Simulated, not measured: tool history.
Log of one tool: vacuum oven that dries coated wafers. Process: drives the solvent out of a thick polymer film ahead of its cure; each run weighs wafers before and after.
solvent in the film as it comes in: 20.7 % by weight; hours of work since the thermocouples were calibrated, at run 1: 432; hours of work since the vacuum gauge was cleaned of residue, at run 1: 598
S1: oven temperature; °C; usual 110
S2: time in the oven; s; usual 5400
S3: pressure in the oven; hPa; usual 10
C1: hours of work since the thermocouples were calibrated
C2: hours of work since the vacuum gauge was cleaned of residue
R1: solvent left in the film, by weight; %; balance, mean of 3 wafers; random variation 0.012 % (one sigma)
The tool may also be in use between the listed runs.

run   hour   S1    S2    S3   C1   C2    R1
  1      0  110  5400    10  432  598  2.13
  2   24.2  110  5400    10  447  614  2.13
  3   44.6  110  5400    10  461  627  2.11
  4   78.8  100  5400    10  483  649  5.11
  5  103.7  100  5400    10  499  665   5.1
  6  119.2  110  5760    10  509  675  1.88
  7  140.7  113  4860  14.8  523  689  2.02
  8    175  108  9060    10  545  711  1.01
  9  196.4  124  8220  23.6  559  725  0.67
 10  212.6  104  2880  12.7  569  735  7.46
 11  230.1  110  6120   5.4  580  747  1.49
 12  264.1  121  4380  14.2  602  769     1

Forecast each of these 3 alternatives for the next run:
  A  290.4  110  2880    10  619  786   ?
  B  290.4  111  5820  36.2  619  786   ?
  C  290.4  106  3960  19.1  619  786   ?

run    R1
  A  5.28
  B  2.64
  C   5.1
Without the tool's hidden state the same runs would have given:
run    R1
  A  5.49
  B  2.75
  C  5.31
